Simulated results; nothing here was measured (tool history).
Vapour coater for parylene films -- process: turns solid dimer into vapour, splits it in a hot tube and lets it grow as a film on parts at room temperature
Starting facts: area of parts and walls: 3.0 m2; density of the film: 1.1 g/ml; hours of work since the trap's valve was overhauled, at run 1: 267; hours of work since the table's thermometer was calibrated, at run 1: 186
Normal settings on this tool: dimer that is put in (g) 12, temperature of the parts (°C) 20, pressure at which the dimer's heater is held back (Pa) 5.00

run,hour,dimer that is put in (g),temperature of the parts (°C),pressure at which the dimer's heater is held back (Pa),hours of work since the trap's valve was overhauled,hours of work since the table's thermometer was calibrated,thickness of the film (µm)
1,0.0,12,20,5.00,267,186,1.85
2,16.9,12,20,5.00,281,200,1.85
3,31.8,12,20,5.00,294,213,1.84
4,42.2,12,20,5.00,303,222,1.84
# hour 50.9: trap's valve overhauled
5,56.9,12,20,5.00,5,231,2.00
6,67.3,11,20,5.00,14,240,1.80
7,79.3,12,20,3.40,25,251,2.09
8,93.5,12,20,3.10,37,263,2.06
9,109.1,12,20,3.10,50,276,2.06
10,123.3,6,20,5.00,63,289,0.99
11,139.9,12,20,4.19,77,303,1.99
12,154.6,12,20,5.00,90,316,1.94
# hour 156.7: table's thermometer calibrated
13,172.2,12,21,5.00,104,13,1.83
14,189.7,12,26,5.00,119,29,1.48
15,202.3,12,20,5.00,130,39,1.90
16,217.4,12,20,5.00,143,52,1.89
# hour 226.7: table's thermometer calibrated, once more
17,229.4,12,12,5.00,152,2,2.75
18,246.4,12,12,5.00,167,17,2.72
19,261.3,12,20,5.00,180,30,1.89
20,277.0,12,20,5.00,193,43,1.89
21,288.5,12,20,5.00,203,53,1.89
22,298.8,12,20,5.00,212,62,1.89
23,310.6,12,25,4.08,223,72,1.57
24,322.2,19,26,11.20,233,82,2.09
25,338.1,19,26,11.20,246,96,2.10
26,349.4,6,18,8.73,256,106,0.97
27,359.1,6,18,8.73,264,114,0.96
28,371.3,6,30,8.73,275,125,0.58
29,383.0,6,30,8.73,285,135,0.57
30,399.8,8,20,5.00,300,149,1.22
31,407.0,8,20,5.00,306,156,1.22
# hour 413.5: trap's valve overhauled
32,419.7,12,24,5.00,5,163,1.69
33,427.5,12,24,5.00,12,170,1.71
34,441.2,7,22,2.74,24,182,1.14
35,453.7,12,12,6.33,35,193,2.72
36,470.4,12,12,6.33,49,207,2.72
37,485.3,10,14,8.64,62,220,1.98
38,494.4,5,18,3.32,70,228,0.94
39,501.6,5,18,3.32,76,234,0.94
40,514.1,18,26,3.76,87,245,2.31
41,523.0,6,24,5.93,95,252,0.81
42,540.4,10,24,3.00,110,267,1.44
43,552.1,6,20,5.48,120,277,0.97

A few steps of thickness of the film (µm) between consecutive runs. Split each: what settings, incoming material and random variation would produce without the hidden state, and what is left over for the hidden state, along with gauge scatter present in only one of the two compared results (measured, and without hidden state):
What the log doesn't record here: vapour lost through the trap's worn valve, %; true temperature of the parts over the reading, C; drift of the gauge itself on film_um, %.
Run 4 -> 5: trap's valve overhauled. thickness of the film (µm) +0.16: hidden state +0.15, all else +0.01.
Run 25 -> 26: dimer that is put in (g) 19 -> 6, temperature of the parts (°C) 26 -> 18, pressure at which the dimer's heater is held back (Pa) 11.20 -> 8.73. thickness of the film (µm) -1.13: hidden state +0.09, all else -1.22.
Run 31 -> 32: dimer that is put in (g) 8 -> 12, temperature of the parts (°C) 20 -> 24, trap's valve overhauled. thickness of the film (µm) +0.47: hidden state +0.11, all else +0.36.
Run 34 -> 35: dimer that is put in (g) 7 -> 12, temperature of the parts (°C) 22 -> 12, pressure at which the dimer's heater is held back (Pa) 2.74 -> 6.33. thickness of the film (µm) +1.58: hidden state -0.02, all else +1.60.
Run 39 -> 40: dimer that is put in (g) 5 -> 18, temperature of the parts (°C) 18 -> 26, pressure at which the dimer's heater is held back (Pa) 3.32 -> 3.76. thickness of the film (µm) +1.37: hidden state -0.05, all else +1.42.
Run 40 -> 41: dimer that is put in (g) 18 -> 6, temperature of the parts (°C) 26 -> 24, pressure at which the dimer's heater is held back (Pa) 3.76 -> 5.93. thickness of the film (µm) -1.50: hidden state +0.04, all else -1.54.

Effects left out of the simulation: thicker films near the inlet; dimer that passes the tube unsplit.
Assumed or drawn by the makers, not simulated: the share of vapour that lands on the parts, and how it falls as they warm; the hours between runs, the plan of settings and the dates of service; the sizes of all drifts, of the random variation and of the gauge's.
